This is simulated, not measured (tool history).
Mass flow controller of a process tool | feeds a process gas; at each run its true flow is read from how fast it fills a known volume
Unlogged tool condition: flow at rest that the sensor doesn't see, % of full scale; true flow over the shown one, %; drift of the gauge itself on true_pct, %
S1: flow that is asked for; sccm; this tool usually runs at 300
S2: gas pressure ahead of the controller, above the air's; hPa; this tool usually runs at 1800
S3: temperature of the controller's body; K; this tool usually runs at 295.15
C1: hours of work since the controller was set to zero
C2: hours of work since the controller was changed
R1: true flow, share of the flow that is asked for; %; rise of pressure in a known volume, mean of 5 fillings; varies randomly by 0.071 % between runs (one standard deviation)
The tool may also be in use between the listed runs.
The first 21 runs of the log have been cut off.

| run | day | S1 | S2 | S3 | C1 | C2 | R1 |
|---|---|---|---|---|---|---|---|
| 22 | 172.083 | 189 | 1800 | 295.15 | 989 | 989 | 99.45 |
| 23 | 176.767 | 284 | 1800 | 295.15 | 1037 | 1037 | 99.56 |
| 24 | 186.721 | 103 | 1800 | 297.15 | 1138 | 1138 | 99.04 |
| 25 | 196.283 | 103 | 1800 | 297.15 | 1236 | 1236 | 99.11 |
| 26 | 205.083 | 528 | 1800 | 294.15 | 1325 | 1325 | 100 |
| 27 | 215.108 | 362 | 2420 | 311.15 | 1427 | 1427 | 97.73 |
| 28 | 222.721 | 362 | 1590 | 311.15 | 1505 | 1505 | 98.12 |
| 29 | 228.233 | 670 | 1590 | 309.15 | 1561 | 1561 | 98.55 |
| 30 | 236.983 | 670 | 1590 | 309.15 | 1650 | 1650 | 98.65 |
| 31 | 246.412 | 236 | 2450 | 309.15 | 1746 | 1746 | 97.91 |
| 32 | 255.442 | 300 | 1630 | 293.15 | 1838 | 1838 | 99.83 |
| 33 | 261.95 | 584 | 1800 | 310.15 | 1905 | 1905 | 98.37 |
| 34 | 269.246 | 373 | 1550 | 308.15 | 1979 | 1979 | 98.48 |
| 35 | 276.85 | 373 | 1550 | 308.15 | 2057 | 2057 | 98.52 |
| 36 | 285.588 | 300 | 1420 | 297.15 | 2146 | 2146 | 99.46 |
| 37 | 296.617 | 137 | 2650 | 304.15 | 2258 | 2258 | 98.16 |
| 38 | 304.154 | 137 | 2650 | 304.15 | 2335 | 2335 | 98.15 |
| 39 | 308.875 | 137 | 2650 | 304.15 | 2383 | 2383 | 98.09 |
| 40 | 316.596 | 137 | 2650 | 304.15 | 2462 | 2462 | 98.27 |
| 41 | 321.288 | 787 | 2450 | 295.15 | 2510 | 2510 | 99.85 |
| 42 | 330.012 | 787 | 2450 | 295.15 | 2599 | 2599 | 99.88 |
| 43 | 336.475 | 224 | 2620 | 295.15 | 2664 | 2664 | 99.23 |
| 44 | 342.433 | 150 | 1800 | 305.15 | 2725 | 2725 | 98.28 |
| 45 | 349.429 | 263 | 2060 | 295.15 | 2796 | 2796 | 99.28 |
| 46 | 358.142 | 300 | 1440 | 295.15 | 2885 | 2885 | 99.71 |

Branching from run 46: 4 alternative next runs. What would each branch give?
| A | 367.325 | 300 | 1440 | 295.15 | 2979 | 2979 | ? |
| B | 367.325 | 293 | 1620 | 295.15 | 2979 | 2979 | ? |
| C | 367.325 | 155 | 2070 | 303.15 | 2979 | 2979 | ? |
| D | 367.325 | 674 | 1440 | 295.15 | 2979 | 2979 | ? |

| run | R1 |
|---|---|
| A | 99.67 |
| B | 99.62 |
| C | 98.34 |
| D | 100.11 |
Stripped of hidden state, with their random variation kept, the same runs would have yielded:
| run | R1 |
|---|---|
| A | 99.65 |
| B | 99.6 |
| C | 98.33 |
| D | 100.08 |

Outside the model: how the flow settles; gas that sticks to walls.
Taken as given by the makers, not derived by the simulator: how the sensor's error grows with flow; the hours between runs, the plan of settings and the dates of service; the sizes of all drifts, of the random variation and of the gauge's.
